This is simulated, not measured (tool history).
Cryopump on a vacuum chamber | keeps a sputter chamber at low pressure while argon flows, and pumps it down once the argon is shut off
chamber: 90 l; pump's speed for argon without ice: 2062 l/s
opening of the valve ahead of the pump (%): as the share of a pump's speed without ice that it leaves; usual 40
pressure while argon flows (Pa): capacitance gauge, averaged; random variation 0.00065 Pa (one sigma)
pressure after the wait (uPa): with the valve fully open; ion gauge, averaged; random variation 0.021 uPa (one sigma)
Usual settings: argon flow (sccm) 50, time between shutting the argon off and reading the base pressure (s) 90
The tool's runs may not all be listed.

run     day  argon flow (sccm)  time between shutting the argon off and reading the base pressure (s)  opening of the valve ahead of the pump (%)  pressure while argon flows (Pa)  pressure after the wait (uPa)
  1   0.000                 50                                                                     90                                          40                           0.1027                           1.31
  2   2.950                 50                                                                     90                                          40                           0.1044                           1.37
  3   6.417                 50                                                                     90                                          40                           0.1038                           1.34
  4   9.054                 50                                                                     90                                          37                           0.1129                           1.40
  5  12.217                 50                                                                     90                                          40                           0.1062                           1.47
  6  15.308                 50                                                                     90                                          40                           0.1058                           1.42
  7  18.746                 50                                                                     90                                          40                           0.1067                           1.45
  8  21.804                 50                                                                     90                                          40                           0.1056                           1.51
  9  25.458                 50                                                                     90                                          40                           0.1070                           1.49
 10  28.721                 50                                                                     90                                          40                           0.1071                           1.59
 11  32.412                 50                                                                     90                                          40                           0.1075                           1.57
 12  35.554                 50                                                                     90                                          40                           0.1079                           1.64
 13  39.188                 50                                                                     90                                          40                           0.1089                           1.67
 14  40.829                 50                                                                     90                                          40                           0.1090                           1.64
 15  42.783                 50                                                                     90                                          40                           0.1093                           1.68
 16  45.596                 50                                                                     90                                          40                           0.1104                           1.79
 17  47.829                 50                                                                     90                                          40                           0.1100                           1.72
 18  51.108                 55                                                                    167                                          16                           0.2923                           1.61
 19  53.396                 32                                                                    171                                          59                           0.0496                           1.68
 20  57.025                 32                                                                    171                                          59                           0.0505                           1.65
 21  60.608                 32                                                                    171                                          59                           0.0512                           1.63
 22  63.075                 31                                                                     64                                          23                           0.1170                           2.03
 23  64.875                 93                                                                    130                                          41                           0.2064                           1.80
 24  68.125                 93                                                                    130                                          41                           0.2081                           1.82
 25  71.017                 94                                                                    288                                          32                           0.2646                           1.76
 26  74.667                 63                                                                    288                                          31                           0.1834                           1.81
 27  76.825                 50                                                                     46                                          40                           0.1161                           2.51
 28  80.367                 50                                                                     46                                          46                           0.1027                           2.56
     83.104  -- pump warmed up, emptied and cooled again
 29  83.312                 31                                                                    277                                          21                           0.1221                           1.48
 30  86.179                 37                                                                    227                                          17                           0.1799                           1.52
 31  88.367                 37                                                                    227                                          17                           0.1810                           1.56
 32  90.304                 60                                                                    227                                          20                           0.2474                           1.65
 33  93.688                 31                                                                    124                                          28                           0.0931                           1.75

Forecast each of these 4 alternatives for the next run:
     97.083  -- leaking fittings of the chamber tightened, without venting
  A  97.112                 62                                                                     49                                          42                                ?                              ?
     97.083  -- leaking fittings of the chamber tightened, without venting
  B  97.112                 28                                                                     27                                          17                                ?                              ?
     97.083  -- leaking fittings of the chamber tightened, without venting
  C  97.112                 90                                                                    124                                          45                                ?                              ?
     97.083  -- leaking fittings of the chamber tightened, without venting
  D  97.112                 21                                                                     90                                          40                                ?                              ?

run  pressure while argon flows (Pa)  pressure after the wait (uPa)
  A                           0.1245                           0.93
  B                           0.1351                           1.44
  C                           0.1681                           0.47
  D                           0.0441                           0.56
Without the tool's hidden state the same runs would have given:
run  pressure while argon flows (Pa)  pressure after the wait (uPa)
  A                           0.1208                           0.88
  B                           0.1334                           1.40
  C                           0.1627                           0.42
  D                           0.0428                           0.52
